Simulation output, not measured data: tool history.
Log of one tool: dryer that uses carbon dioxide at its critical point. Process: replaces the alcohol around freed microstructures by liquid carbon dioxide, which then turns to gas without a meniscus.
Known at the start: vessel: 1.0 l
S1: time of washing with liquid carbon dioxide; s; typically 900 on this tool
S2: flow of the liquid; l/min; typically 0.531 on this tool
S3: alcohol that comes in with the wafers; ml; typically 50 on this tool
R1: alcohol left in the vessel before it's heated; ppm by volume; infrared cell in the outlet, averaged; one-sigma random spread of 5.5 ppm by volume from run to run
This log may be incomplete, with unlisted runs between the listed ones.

| run | hour | S1 | S2 | S3 | R1 |
|---|---|---|---|---|---|
| 1 | 0 | 900 | 0.531 | 50 | 190 |
| 2 | 13.8 | 900 | 0.531 | 50 | 192 |
| 3 | 33.3 | 900 | 0.531 | 50 | 196 |
| 4 | 48.3 | 900 | 0.531 | 50 | 197 |
| 5 | 73.3 | 900 | 0.562 | 50 | 142 |
| 6 | 97.5 | 900 | 0.562 | 50 | 153 |
| 7 | 115.1 | 900 | 0.562 | 50 | 142 |
| 8 | 130.8 | 720 | 0.389 | 64 | 2564 |
| 9 | 144.8 | 1260 | 0.646 | 25 | 25 |
| 10 | 168.9 | 540 | 0.589 | 33 | 855 |
| 11 | 188.6 | 1320 | 0.789 | 65 | 16 |
| 12 | 206.2 | 1320 | 0.789 | 65 | 13 |
| 13 | 217.2 | 780 | 0.489 | 50 | 631 |

5 options for the next run, each taken on its own from the tool as it stands now. Forecast them:
| A | 238 | 720 | 0.743 | 50 | ? |
| B | 238 | 900 | 0.486 | 24 | ? |
| C | 238 | 900 | 0.428 | 31 | ? |
| D | 238 | 1140 | 0.608 | 50 | ? |
| E | 238 | 720 | 0.747 | 50 | ? |

| run | R1 |
|---|---|
| A | 120 |
| B | 183 |
| C | 395 |
| D | 30 |
| E | 116 |
The same runs, with their run-to-run variation unchanged, on a tool lacking any hidden condition would have given:
| run | R1 |
|---|---|
| A | 75 |
| B | 127 |
| C | 285 |
| D | 13 |
| E | 72 |
